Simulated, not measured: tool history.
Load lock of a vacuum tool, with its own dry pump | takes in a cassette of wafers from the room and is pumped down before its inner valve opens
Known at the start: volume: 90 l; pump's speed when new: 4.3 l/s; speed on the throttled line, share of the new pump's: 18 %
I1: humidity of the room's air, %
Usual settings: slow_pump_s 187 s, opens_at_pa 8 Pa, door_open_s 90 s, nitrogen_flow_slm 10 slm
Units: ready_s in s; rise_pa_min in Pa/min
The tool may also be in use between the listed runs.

run 1 hour=0.0 | slow_pump_s=187 opens_at_pa=8 door_open_s=90 nitrogen_flow_slm=10 | I1=45.6 | ready_s=379.4 rise_pa_min=0.056
run 2 hour=180.7 | slow_pump_s=187 opens_at_pa=8 door_open_s=90 nitrogen_flow_slm=10 | I1=43.8 | ready_s=384.7 rise_pa_min=0.063
run 3 hour=347.8 | slow_pump_s=187 opens_at_pa=8 door_open_s=90 nitrogen_flow_slm=10 | I1=47.2 | ready_s=381.4 rise_pa_min=0.057
run 4 hour=623.8 | slow_pump_s=187 opens_at_pa=8 door_open_s=214 nitrogen_flow_slm=10 | I1=43.3 | ready_s=383.0 rise_pa_min=0.068
run 5 hour=851.2 | slow_pump_s=187 opens_at_pa=8 door_open_s=214 nitrogen_flow_slm=10 | I1=45.0 | ready_s=382.0 rise_pa_min=0.067
run 6 hour=1010.8 | slow_pump_s=187 opens_at_pa=8 door_open_s=214 nitrogen_flow_slm=10 | I1=49.5 | ready_s=384.0 rise_pa_min=0.072
run 7 hour=1177.7 | slow_pump_s=187 opens_at_pa=8 door_open_s=90 nitrogen_flow_slm=10 | I1=44.1 | ready_s=385.2 rise_pa_min=0.060
run 8 hour=1458.2 | slow_pump_s=268 opens_at_pa=8 door_open_s=90 nitrogen_flow_slm=10 | I1=51.0 | ready_s=449.6 rise_pa_min=0.067
run 9 hour=1707.1 | slow_pump_s=268 opens_at_pa=8 door_open_s=90 nitrogen_flow_slm=10 | I1=43.5 | ready_s=447.9 rise_pa_min=0.062
run 10 hour=2048.4 | slow_pump_s=268 opens_at_pa=8 door_open_s=90 nitrogen_flow_slm=10 | I1=42.2 | ready_s=446.4 rise_pa_min=0.064
run 11 hour=2245.0 | slow_pump_s=268 opens_at_pa=8 door_open_s=90 nitrogen_flow_slm=10 | I1=41.6 | ready_s=450.7 rise_pa_min=0.071
run 12 hour=2441.0 | slow_pump_s=268 opens_at_pa=8 door_open_s=90 nitrogen_flow_slm=10 | I1=44.3 | ready_s=449.4 rise_pa_min=0.063
run 13 hour=2608.2 | slow_pump_s=268 opens_at_pa=8 door_open_s=90 nitrogen_flow_slm=10 | I1=47.5 | ready_s=450.5 rise_pa_min=0.071
run 14 hour=2763.8 | slow_pump_s=268 opens_at_pa=8 door_open_s=90 nitrogen_flow_slm=10 | I1=44.4 | ready_s=449.9 rise_pa_min=0.070
run 15 hour=3067.1 | slow_pump_s=268 opens_at_pa=8 door_open_s=90 nitrogen_flow_slm=10 | I1=47.6 | ready_s=450.0 rise_pa_min=0.072
run 16 hour=3420.4 | slow_pump_s=268 opens_at_pa=8 door_open_s=90 nitrogen_flow_slm=10 | I1=47.1 | ready_s=457.5 rise_pa_min=0.075
run 17 hour=3776.2 | slow_pump_s=268 opens_at_pa=8 door_open_s=90 nitrogen_flow_slm=10 | I1=47.3 | ready_s=452.8 rise_pa_min=0.077
run 18 hour=3943.7 | slow_pump_s=268 opens_at_pa=8 door_open_s=90 nitrogen_flow_slm=10 | I1=43.1 | ready_s=456.7 rise_pa_min=0.075
run 19 hour=4149.4 | slow_pump_s=113 opens_at_pa=16 door_open_s=114 nitrogen_flow_slm=19 | I1=47.6 | ready_s=310.2 rise_pa_min=0.073
run 20 hour=4346.2 | slow_pump_s=113 opens_at_pa=7 door_open_s=114 nitrogen_flow_slm=19 | I1=45.3 | ready_s=339.5 rise_pa_min=0.076
run 21 hour=4627.6 | slow_pump_s=123 opens_at_pa=14 door_open_s=25 nitrogen_flow_slm=23 | I1=47.0 | ready_s=326.1 rise_pa_min=0.072
run 22 hour=4848.9 | slow_pump_s=205 opens_at_pa=8 door_open_s=90 nitrogen_flow_slm=41 | I1=46.7 | ready_s=399.3 rise_pa_min=0.070
run 23 hour=5125.1 | slow_pump_s=205 opens_at_pa=8 door_open_s=90 nitrogen_flow_slm=41 | I1=48.5 | ready_s=407.0 rise_pa_min=0.069
run 24 hour=5360.0 | slow_pump_s=205 opens_at_pa=8 door_open_s=90 nitrogen_flow_slm=41 | I1=47.0 | ready_s=408.6 rise_pa_min=0.076
run 25 hour=5717.6 | slow_pump_s=205 opens_at_pa=12 door_open_s=43 nitrogen_flow_slm=6 | I1=44.1 | ready_s=396.8 rise_pa_min=0.083
run 26 hour=6066.3 | slow_pump_s=120 opens_at_pa=15 door_open_s=25 nitrogen_flow_slm=7 | I1=46.7 | ready_s=327.3 rise_pa_min=0.080
-- hour=6105.1 dry pump taken out, an overhauled one fitted
run 27 hour=6376.7 | slow_pump_s=111 opens_at_pa=16 door_open_s=71 nitrogen_flow_slm=39 | I1=41.6 | ready_s=272.1 rise_pa_min=0.076
run 28 hour=6602.8 | slow_pump_s=117 opens_at_pa=16 door_open_s=71 nitrogen_flow_slm=22 | I1=46.4 | ready_s=278.3 rise_pa_min=0.084
run 29 hour=6812.0 | slow_pump_s=117 opens_at_pa=16 door_open_s=71 nitrogen_flow_slm=22 | I1=45.3 | ready_s=280.5 rise_pa_min=0.083
run 30 hour=6993.3 | slow_pump_s=117 opens_at_pa=16 door_open_s=71 nitrogen_flow_slm=22 | I1=46.0 | ready_s=279.6 rise_pa_min=0.084
run 31 hour=7209.6 | slow_pump_s=235 opens_at_pa=9 door_open_s=52 nitrogen_flow_slm=6 | I1=44.8 | ready_s=387.6 rise_pa_min=0.099
run 32 hour=7380.4 | slow_pump_s=235 opens_at_pa=9 door_open_s=52 nitrogen_flow_slm=6 | I1=43.3 | ready_s=392.7 rise_pa_min=0.099
run 33 hour=7722.2 | slow_pump_s=164 opens_at_pa=7 door_open_s=140 nitrogen_flow_slm=9 | I1=43.4 | ready_s=334.5 rise_pa_min=0.104
run 34 hour=8032.0 | slow_pump_s=164 opens_at_pa=7 door_open_s=140 nitrogen_flow_slm=9 | I1=46.2 | ready_s=339.4 rise_pa_min=0.109
run 35 hour=8198.5 | slow_pump_s=164 opens_at_pa=7 door_open_s=140 nitrogen_flow_slm=9 | I1=46.7 | ready_s=338.7 rise_pa_min=0.112
run 36 hour=8358.1 | slow_pump_s=195 opens_at_pa=14 door_open_s=90 nitrogen_flow_slm=24 | I1=43.4 | ready_s=349.7 rise_pa_min=0.098

The same runs without the tool's hidden state, with the same run-to-run variation:
The hidden state here: pump's speed, % of a new pump's; leak at the door's seal, Pa l/s; drift of the gauge itself on ready_s, %; drift of the gauge itself on rise_pa_min, %.
run=1 ready_s=350.5 rise_pa_min=0.022
run=2 ready_s=355.0 rise_pa_min=0.026
run=3 ready_s=351.7 rise_pa_min=0.020
run=4 ready_s=352.6 rise_pa_min=0.030
run=5 ready_s=351.3 rise_pa_min=0.028
run=6 ready_s=352.9 rise_pa_min=0.033
run=7 ready_s=353.7 rise_pa_min=0.019
run=8 ready_s=420.3 rise_pa_min=0.026
run=9 ready_s=417.8 rise_pa_min=0.020
run=10 ready_s=415.9 rise_pa_min=0.019
run=11 ready_s=419.5 rise_pa_min=0.025
run=12 ready_s=418.4 rise_pa_min=0.016
run=13 ready_s=418.9 rise_pa_min=0.024
run=14 ready_s=417.8 rise_pa_min=0.021
run=15 ready_s=417.5 rise_pa_min=0.023
run=16 ready_s=424.0 rise_pa_min=0.023
run=17 ready_s=418.7 rise_pa_min=0.023
run=18 ready_s=422.3 rise_pa_min=0.021
run=19 ready_s=273.9 rise_pa_min=0.018
run=20 ready_s=297.2 rise_pa_min=0.020
run=21 ready_s=287.7 rise_pa_min=0.013
run=22 ready_s=361.4 rise_pa_min=0.010
run=23 ready_s=368.0 rise_pa_min=0.008
run=24 ready_s=368.9 rise_pa_min=0.014
run=25 ready_s=358.6 rise_pa_min=0.019
run=26 ready_s=285.8 rise_pa_min=0.014
run=27 ready_s=272.3 rise_pa_min=0.008
run=28 ready_s=278.2 rise_pa_min=0.014
run=29 ready_s=280.1 rise_pa_min=0.014
run=30 ready_s=278.9 rise_pa_min=0.012
run=31 ready_s=386.2 rise_pa_min=0.026
run=32 ready_s=391.1 rise_pa_min=0.026
run=33 ready_s=332.7 rise_pa_min=0.026
run=34 ready_s=337.0 rise_pa_min=0.030
run=35 ready_s=336.1 rise_pa_min=0.034
run=36 ready_s=347.2 rise_pa_min=0.017
